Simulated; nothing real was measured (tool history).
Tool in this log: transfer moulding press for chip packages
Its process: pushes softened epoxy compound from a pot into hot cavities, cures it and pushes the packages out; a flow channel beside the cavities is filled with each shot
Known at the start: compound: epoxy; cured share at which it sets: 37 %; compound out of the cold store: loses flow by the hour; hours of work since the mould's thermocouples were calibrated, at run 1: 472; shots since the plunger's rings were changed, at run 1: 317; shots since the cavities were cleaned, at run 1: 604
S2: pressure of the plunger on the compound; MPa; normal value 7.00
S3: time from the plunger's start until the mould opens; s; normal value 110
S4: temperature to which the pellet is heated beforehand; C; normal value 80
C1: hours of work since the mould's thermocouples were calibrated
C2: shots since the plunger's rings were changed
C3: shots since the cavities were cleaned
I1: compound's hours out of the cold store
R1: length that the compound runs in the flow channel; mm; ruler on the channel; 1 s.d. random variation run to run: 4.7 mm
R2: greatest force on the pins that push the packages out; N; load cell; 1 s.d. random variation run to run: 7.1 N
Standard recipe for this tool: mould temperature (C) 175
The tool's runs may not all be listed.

Run 1, hour 0.0: usual settings; C1 472; C2 317; C3 604; I1 40.8. Result: R1 733 mm, R2 567 N.
Run 2, hour 19.4: usual settings; C1 484; C2 532; C3 819; I1 43.2. Result: R1 725 mm, R2 594 N.
Run 3, hour 30.4: usual settings; C1 491; C2 654; C3 941; I1 23.4. Result: R1 795 mm, R2 634 N.
At hour 50.5: cavities cleaned with cleaning compound and waxed.
Run 4, hour 54.0: usual settings; C1 506; C2 900; C3 39; I1 21.4. Result: R1 805 mm, R2 338 N.
Run 5, hour 76.7: usual settings; C1 520; C2 1151; C3 290; I1 34.8. Result: R1 742 mm, R2 468 N.
Run 6, hour 90.4: usual settings; C1 529; C2 1304; C3 443; I1 11.2. Result: R1 842 mm, R2 540 N.
Run 7, hour 112.6: usual settings; C1 543; C2 1550; C3 689; I1 30.6. Result: R1 758 mm, R2 581 N.
Run 8, hour 136.1: usual settings; C1 558; C2 1810; C3 949; I1 32.0. Result: R1 748 mm, R2 619 N.
Run 9, hour 147.9: usual settings; C1 566; C2 1941; C3 1080; I1 12.3. Result: R1 829 mm, R2 667 N.
At hour 156.0: cavities cleaned with cleaning compound and waxed.
Run 10, hour 161.3: usual settings; C1 574; C2 2073; C3 58; I1 47.0. Result: R1 694 mm, R2 334 N.
Run 11, hour 182.4: usual settings; C1 587; C2 2307; C3 292; I1 33.6. Result: R1 736 mm, R2 468 N.
Run 12, hour 206.9: usual settings; C1 603; C2 2579; C3 564; I1 27.3. Result: R1 759 mm, R2 549 N.
Run 13, hour 221.6: usual settings but S2 5.81 MPa; C1 612; C2 2742; C3 727; I1 34.5. Result: R1 656 mm, R2 583 N.
Run 14, hour 238.4: usual settings but S2 5.81 MPa; C1 623; C2 2929; C3 914; I1 42.4. Result: R1 640 mm, R2 602 N.
At hour 261.4: cavities cleaned with cleaning compound and waxed.
Run 15, hour 261.4: usual settings but mould temperature (C) 181, S4 75 C; C1 637; C2 3167; C3 0; I1 46.5. Result: R1 665 mm, R2 243 N.
Run 16, hour 280.3: usual settings but S3 120 s; C1 649; C2 3376; C3 209; I1 42.8. Result: R1 694 mm, R2 362 N.
Run 17, hour 298.7: usual settings but S3 120 s; C1 661; C2 3580; C3 413; I1 26.5. Result: R1 741 mm, R2 474 N.
Run 18, hour 309.4: usual settings but S3 120 s; C1 668; C2 3700; C3 533; I1 17.0. Result: R1 789 mm, R2 503 N.
Run 19, hour 334.6: usual settings but mould temperature (C) 171, S2 7.10 MPa, S4 70 C; C1 684; C2 3979; C3 812; I1 13.4. Result: R1 823 mm, R2 892 N.
Run 20, hour 347.1: usual settings but S2 5.99 MPa, S4 78 C; C1 692; C2 4118; C3 951; I1 22.6. Result: R1 703 mm, R2 626 N.
Run 21, hour 361.0: usual settings but mould temperature (C) 168, S2 5.32 MPa, S3 107 s, S4 77 C; C1 701; C2 4271; C3 1104; I1 20.3. Result: R1 701 mm, R2 1250 N.
At hour 366.5: cavities cleaned with cleaning compound and waxed.
Run 22, hour 383.8: usual settings but mould temperature (C) 168, S2 5.32 MPa, S3 107 s, S4 77 C; C1 714; C2 4508; C3 193; I1 8.1. Result: R1 738 mm, R2 878 N.
Run 23, hour 409.2: usual settings but mould temperature (C) 181, S2 8.05 MPa, S3 148 s, S4 81 C; C1 731; C2 4790; C3 475; I1 15.2. Result: R1 816 mm, R2 414 N.
Run 24, hour 429.3: usual settings but mould temperature (C) 181, S2 8.05 MPa, S3 148 s, S4 81 C; C1 744; C2 5012; C3 697; I1 46.8. Result: R1 688 mm, R2 471 N.
Run 25, hour 444.8: usual settings but mould temperature (C) 181, S2 8.05 MPa, S3 148 s, S4 81 C; C1 753; C2 5184; C3 869; I1 45.0. Result: R1 695 mm, R2 480 N.
Run 26, hour 467.1: usual settings but mould temperature (C) 181, S2 5.53 MPa, S3 96 s, S4 71 C; C1 768; C2 5432; C3 1117; I1 15.1. Result: R1 662 mm, R2 624 N.
At hour 471.9: cavities cleaned with cleaning compound and waxed.
At hour 485.0: plunger's sealing rings changed.
Run 27, hour 487.3: usual settings but mould temperature (C) 179, S2 7.14 MPa, S3 96 s, S4 71 C; C1 778; C2 26; C3 142; I1 37.2. Result: R1 744 mm, R2 413 N.

The logged runs with the hidden state left out (each run's random variation unchanged):
Hidden conditions of the tool in this case: true mould temperature over the reading, C; pressure that reaches the compound, % of what is set; grip of the stained cavities, % over clean ones'; drift of the gauge itself on flow_mm, %; drift of the gauge itself on push_out_n, %.
run   R1   R2
  1  733  281
  2  727  277
  3  799  290
  4  811  291
  5  751  289
  6  854  296
  7  771  289
  8  764  287
  9  848  296
 10  712  281
 11  757  293
 12  783  283
 13  679  285
 14  664  278
 15  693  237
 16  725  248
 17  776  275
 18  827  266
 19  866  401
 20  741  284
 21  741  523
 22  783  550
 23  871  236
 24  737  246
 25  746  237
 26  714  274
 27  739  294

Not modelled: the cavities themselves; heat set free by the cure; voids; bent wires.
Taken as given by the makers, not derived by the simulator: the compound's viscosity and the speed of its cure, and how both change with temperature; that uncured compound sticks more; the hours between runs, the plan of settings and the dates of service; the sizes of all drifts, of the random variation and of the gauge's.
